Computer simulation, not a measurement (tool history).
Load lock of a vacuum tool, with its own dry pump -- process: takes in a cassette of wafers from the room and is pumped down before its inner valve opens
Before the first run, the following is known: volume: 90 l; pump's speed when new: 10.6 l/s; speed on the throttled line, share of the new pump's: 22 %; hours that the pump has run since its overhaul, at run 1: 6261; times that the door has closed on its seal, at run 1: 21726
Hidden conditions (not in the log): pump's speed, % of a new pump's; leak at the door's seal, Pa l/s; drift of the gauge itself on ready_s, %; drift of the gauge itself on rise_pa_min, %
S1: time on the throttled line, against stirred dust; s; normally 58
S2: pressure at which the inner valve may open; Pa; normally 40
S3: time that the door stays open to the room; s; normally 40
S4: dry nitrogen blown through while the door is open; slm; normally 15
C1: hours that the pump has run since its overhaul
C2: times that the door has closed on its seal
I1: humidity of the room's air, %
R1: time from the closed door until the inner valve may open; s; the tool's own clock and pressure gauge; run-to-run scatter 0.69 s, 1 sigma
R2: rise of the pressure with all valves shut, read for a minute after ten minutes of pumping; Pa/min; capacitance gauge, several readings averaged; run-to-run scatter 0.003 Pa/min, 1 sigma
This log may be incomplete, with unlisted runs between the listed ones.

{"run": 1, "day": 0.0, "S1": 58, "S2": 40, "S3": 40, "S4": 15, "C1": 6261, "C2": 21726, "I1": 39.8, "R1": 115.2, "R2": 0.329}
{"run": 2, "day": 8.4, "S1": 58, "S2": 40, "S3": 40, "S4": 15, "C1": 6463, "C2": 22625, "I1": 46.6, "R1": 115.5, "R2": 0.365}
{"run": 3, "day": 15.762, "S1": 58, "S2": 65, "S3": 40, "S4": 15, "C1": 6640, "C2": 23414, "I1": 45.2, "R1": 111.8, "R2": 0.373}
{"run": 4, "day": 22.567, "S1": 58, "S2": 65, "S3": 40, "S4": 15, "C1": 6803, "C2": 24142, "I1": 44.7, "R1": 110.5, "R2": 0.385}
{"run": 5, "day": 32.121, "S1": 58, "S2": 40, "S3": 40, "S4": 15, "C1": 7032, "C2": 25166, "I1": 45.9, "R1": 117.9, "R2": 0.428}
{"run": 6, "day": 39.5, "S1": 58, "S2": 40, "S3": 40, "S4": 15, "C1": 7209, "C2": 25956, "I1": 46.2, "R1": 115.8, "R2": 0.433}
{"run": 7, "day": 49.796, "S1": 58, "S2": 40, "S3": 40, "S4": 15, "C1": 7456, "C2": 27059, "I1": 42.9, "R1": 116, "R2": 0.461}
{"run": 8, "day": 61.575, "S1": 58, "S2": 40, "S3": 40, "S4": 15, "C1": 7739, "C2": 28320, "I1": 45.1, "R1": 117, "R2": 0.485}
{"run": 9, "day": 69.617, "S1": 58, "S2": 40, "S3": 40, "S4": 15, "C1": 7932, "C2": 29181, "I1": 41.6, "R1": 117.1, "R2": 0.511}
{"run": 10, "day": 76.329, "S1": 58, "S2": 37, "S3": 40, "S4": 15, "C1": 8093, "C2": 29900, "I1": 43.8, "R1": 118.3, "R2": 0.539}
{"run": 11, "day": 87.871, "S1": 58, "S2": 40, "S3": 40, "S4": 15, "C1": 8370, "C2": 31136, "I1": 43.5, "R1": 115.6, "R2": 0.573}
{"run": 12, "day": 95.158, "S1": 58, "S2": 40, "S3": 40, "S4": 15, "C1": 8545, "C2": 31917, "I1": 46.3, "R1": 117, "R2": 0.588}
{"day": 102.917, "done": "door's seal changed, seat wiped"}
{"run": 13, "day": 105.692, "S1": 58, "S2": 40, "S3": 40, "S4": 15, "C1": 8796, "C2": 297, "I1": 47.7, "R1": 115.9, "R2": 0.037}
{"run": 14, "day": 114.246, "S1": 58, "S2": 40, "S3": 40, "S4": 15, "C1": 9002, "C2": 1214, "I1": 44.6, "R1": 116.5, "R2": 0.041}
{"run": 15, "day": 123.175, "S1": 58, "S2": 40, "S3": 40, "S4": 35, "C1": 9216, "C2": 2170, "I1": 45.2, "R1": 117.7, "R2": 0.037}
{"run": 16, "day": 132.175, "S1": 58, "S2": 40, "S3": 40, "S4": 35, "C1": 9432, "C2": 3134, "I1": 47.5, "R1": 117.6, "R2": 0.05}
{"run": 17, "day": 138.533, "S1": 58, "S2": 40, "S3": 40, "S4": 35, "C1": 9584, "C2": 3815, "I1": 43.9, "R1": 117.6, "R2": 0.052}
{"run": 18, "day": 146.5, "S1": 58, "S2": 40, "S3": 40, "S4": 4, "C1": 9776, "C2": 4668, "I1": 45.6, "R1": 117.7, "R2": 0.085}
{"run": 19, "day": 151.558, "S1": 71, "S2": 61, "S3": 40, "S4": 4, "C1": 9897, "C2": 5210, "I1": 44.1, "R1": 124.9, "R2": 0.074}
{"run": 20, "day": 160.662, "S1": 64, "S2": 40, "S3": 40, "S4": 8, "C1": 10116, "C2": 6185, "I1": 46.3, "R1": 123.1, "R2": 0.088}
{"run": 21, "day": 171.379, "S1": 76, "S2": 71, "S3": 82, "S4": 16, "C1": 10373, "C2": 7332, "I1": 42, "R1": 126.5, "R2": 0.1}
{"run": 22, "day": 182.575, "S1": 96, "S2": 40, "S3": 99, "S4": 15, "C1": 10642, "C2": 8532, "I1": 43.6, "R1": 145.2, "R2": 0.131}
{"run": 23, "day": 192.317, "S1": 58, "S2": 53, "S3": 100, "S4": 15, "C1": 10875, "C2": 9575, "I1": 45.9, "R1": 115.5, "R2": 0.14}
{"run": 24, "day": 197.504, "S1": 58, "S2": 53, "S3": 26, "S4": 15, "C1": 11000, "C2": 10130, "I1": 45.6, "R1": 114.9, "R2": 0.125}
{"run": 25, "day": 207.579, "S1": 58, "S2": 53, "S3": 92, "S4": 15, "C1": 11242, "C2": 11210, "I1": 41.2, "R1": 115.3, "R2": 0.154}
{"run": 26, "day": 214.892, "S1": 58, "S2": 53, "S3": 92, "S4": 15, "C1": 11417, "C2": 11993, "I1": 46.1, "R1": 116.8, "R2": 0.175}
{"run": 27, "day": 220.812, "S1": 58, "S2": 53, "S3": 92, "S4": 15, "C1": 11559, "C2": 12627, "I1": 44, "R1": 115.2, "R2": 0.183}
{"run": 28, "day": 227.904, "S1": 58, "S2": 79, "S3": 40, "S4": 15, "C1": 11729, "C2": 13386, "I1": 44.4, "R1": 112, "R2": 0.176}
{"run": 29, "day": 235.625, "S1": 107, "S2": 79, "S3": 44, "S4": 15, "C1": 11915, "C2": 14213, "I1": 43.1, "R1": 148.6, "R2": 0.185}
{"run": 30, "day": 243.071, "S1": 107, "S2": 79, "S3": 44, "S4": 15, "C1": 12093, "C2": 15010, "I1": 44.9, "R1": 148.8, "R2": 0.205}
{"run": 31, "day": 252.5, "S1": 107, "S2": 79, "S3": 44, "S4": 13, "C1": 12320, "C2": 16021, "I1": 44.6, "R1": 149.5, "R2": 0.22}
{"run": 32, "day": 258.654, "S1": 95, "S2": 29, "S3": 43, "S4": 32, "C1": 12467, "C2": 16680, "I1": 42.2, "R1": 149.2, "R2": 0.22}
{"run": 33, "day": 269.517, "S1": 63, "S2": 77, "S3": 151, "S4": 5, "C1": 12728, "C2": 17843, "I1": 44.8, "R1": 116.7, "R2": 0.299}
{"run": 34, "day": 274.646, "S1": 44, "S2": 77, "S3": 151, "S4": 5, "C1": 12851, "C2": 18392, "I1": 42.8, "R1": 102.4, "R2": 0.309}
{"run": 35, "day": 280.262, "S1": 62, "S2": 77, "S3": 61, "S4": 5, "C1": 12986, "C2": 18994, "I1": 41.3, "R1": 117.3, "R2": 0.287}
{"run": 36, "day": 289.404, "S1": 58, "S2": 40, "S3": 147, "S4": 22, "C1": 13205, "C2": 19973, "I1": 44.7, "R1": 119.7, "R2": 0.307}

Consider 4 possible next runs. They are alternatives, not a sequence: every one starts from the tool as it was left by run 36. What does each give?
{"run": "A", "day": 298.729, "S1": 58, "S2": 49, "S3": 27, "S4": 15, "C1": 13429, "C2": 20972, "I1": 44.6, "R1": "?", "R2": "?"}
{"run": "B", "day": 298.729, "S1": 58, "S2": 40, "S3": 26, "S4": 8, "C1": 13429, "C2": 20972, "I1": 44.7, "R1": "?", "R2": "?"}
{"run": "C", "day": 298.729, "S1": 58, "S2": 44, "S3": 192, "S4": 22, "C1": 13429, "C2": 20972, "I1": 48.4, "R1": "?", "R2": "?"}
{"run": "D", "day": 298.729, "S1": 58, "S2": 49, "S3": 40, "S4": 21, "C1": 13429, "C2": 20972, "I1": 46.1, "R1": "?", "R2": "?"}

run=A R1=118.7 R2=0.305
run=B R1=119.2 R2=0.307
run=C R1=120.1 R2=0.354
run=D R1=119 R2=0.317
With the hidden condition removed and each run's random variation left untouched, the same runs would have given:
run=A R1=110.9 R2=0.027
run=B R1=111.3 R2=0.031
run=C R1=112.2 R2=0.08
run=D R1=111.2 R2=0.039
